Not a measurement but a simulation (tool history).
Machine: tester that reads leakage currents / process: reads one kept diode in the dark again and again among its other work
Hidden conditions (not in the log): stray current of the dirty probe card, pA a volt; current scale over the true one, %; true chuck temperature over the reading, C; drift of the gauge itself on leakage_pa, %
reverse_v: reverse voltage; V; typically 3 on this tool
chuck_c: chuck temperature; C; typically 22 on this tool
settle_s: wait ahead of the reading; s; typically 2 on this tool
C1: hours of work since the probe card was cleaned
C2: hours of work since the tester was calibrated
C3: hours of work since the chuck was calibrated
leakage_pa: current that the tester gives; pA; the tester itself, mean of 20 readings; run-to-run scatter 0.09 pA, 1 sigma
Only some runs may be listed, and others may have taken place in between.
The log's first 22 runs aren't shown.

{"run": 23, "hour": 1981.6, "reverse_v": 1.46, "chuck_c": 27, "settle_s": 3.66, "C1": 1163, "C2": 237, "C3": 510, "leakage_pa": 31.37}
{"run": 24, "hour": 2064.0, "reverse_v": 1.46, "chuck_c": 27, "settle_s": 3.66, "C1": 1226, "C2": 300, "C3": 573, "leakage_pa": 31.69}
{"run": 25, "hour": 2157.5, "reverse_v": 1.46, "chuck_c": 27, "settle_s": 3.66, "C1": 1298, "C2": 371, "C3": 645, "leakage_pa": 31.86}
{"run": 26, "hour": 2231.0, "reverse_v": 1.46, "chuck_c": 27, "settle_s": 3.66, "C1": 1354, "C2": 428, "C3": 701, "leakage_pa": 32.46}
{"hour": 2290.7, "done": "tester calibrated, once more"}
{"run": 27, "hour": 2312.0, "reverse_v": 11.5, "chuck_c": 27, "settle_s": 6.1, "C1": 1415, "C2": 16, "C3": 762, "leakage_pa": 98.08}
{"run": 28, "hour": 2364.1, "reverse_v": 1.92, "chuck_c": 27, "settle_s": 6.83, "C1": 1455, "C2": 56, "C3": 802, "leakage_pa": 39.2}
{"run": 29, "hour": 2491.5, "reverse_v": 1.92, "chuck_c": 27, "settle_s": 6.83, "C1": 1552, "C2": 154, "C3": 900, "leakage_pa": 40.14}
{"hour": 2508.8, "done": "chuck's temperature calibrated"}
{"run": 30, "hour": 2585.1, "reverse_v": 10.15, "chuck_c": 20, "settle_s": 2, "C1": 1623, "C2": 224, "C3": 59, "leakage_pa": 54.1}
{"hour": 2611.2, "done": "probe card cleaned and baked"}
{"run": 31, "hour": 2671.5, "reverse_v": 10.15, "chuck_c": 20, "settle_s": 1.38, "C1": 46, "C2": 288, "C3": 122, "leakage_pa": 37.67}
{"run": 32, "hour": 2731.4, "reverse_v": 1.17, "chuck_c": 49, "settle_s": 0.38, "C1": 92, "C2": 334, "C3": 168, "leakage_pa": 161.57}
{"run": 33, "hour": 2810.1, "reverse_v": 1.17, "chuck_c": 31, "settle_s": 2.81, "C1": 152, "C2": 394, "C3": 229, "leakage_pa": 37.87}
{"run": 34, "hour": 2867.9, "reverse_v": 1.17, "chuck_c": 43, "settle_s": 2.81, "C1": 197, "C2": 439, "C3": 273, "leakage_pa": 102.3}
{"run": 35, "hour": 2979.4, "reverse_v": 1.17, "chuck_c": 43, "settle_s": 8.27, "C1": 282, "C2": 524, "C3": 359, "leakage_pa": 103.49}
{"run": 36, "hour": 3081.8, "reverse_v": 1.17, "chuck_c": 32, "settle_s": 8.27, "C1": 361, "C2": 603, "C3": 437, "leakage_pa": 42.64}
{"run": 37, "hour": 3196.5, "reverse_v": 3.87, "chuck_c": 49, "settle_s": 9.64, "C1": 449, "C2": 691, "C3": 525, "leakage_pa": 291.8}
{"run": 38, "hour": 3300.7, "reverse_v": 1.91, "chuck_c": 50, "settle_s": 0.79, "C1": 529, "C2": 771, "C3": 605, "leakage_pa": 231.7}
{"run": 39, "hour": 3417.7, "reverse_v": 13.8, "chuck_c": 52, "settle_s": 0.61, "C1": 618, "C2": 860, "C3": 695, "leakage_pa": 673.79}

Each row is a separate what-if for the run after 39, all from the same tool condition, not one after another. Results?
{"run": "A", "hour": 3483.2, "reverse_v": 4.52, "chuck_c": 34, "settle_s": 2, "C1": 669, "C2": 910, "C3": 745, "leakage_pa": "?"}
{"run": "B", "hour": 3483.2, "reverse_v": 2.89, "chuck_c": 35, "settle_s": 0.61, "C1": 669, "C2": 910, "C3": 745, "leakage_pa": "?"}
{"run": "C", "hour": 3483.2, "reverse_v": 12.4, "chuck_c": 22, "settle_s": 2, "C1": 669, "C2": 910, "C3": 745, "leakage_pa": "?"}
{"run": "D", "hour": 3483.2, "reverse_v": 2.06, "chuck_c": 22, "settle_s": 2, "C1": 669, "C2": 910, "C3": 745, "leakage_pa": "?"}

run=A leakage_pa=99.46
run=B leakage_pa=88.2
run=C leakage_pa=62.49
run=D leakage_pa=25.31
Without the tool's hidden state the same runs would have given:
run=A leakage_pa=85.78
run=B leakage_pa=76.87
run=C leakage_pa=47.56
run=D leakage_pa=21.06
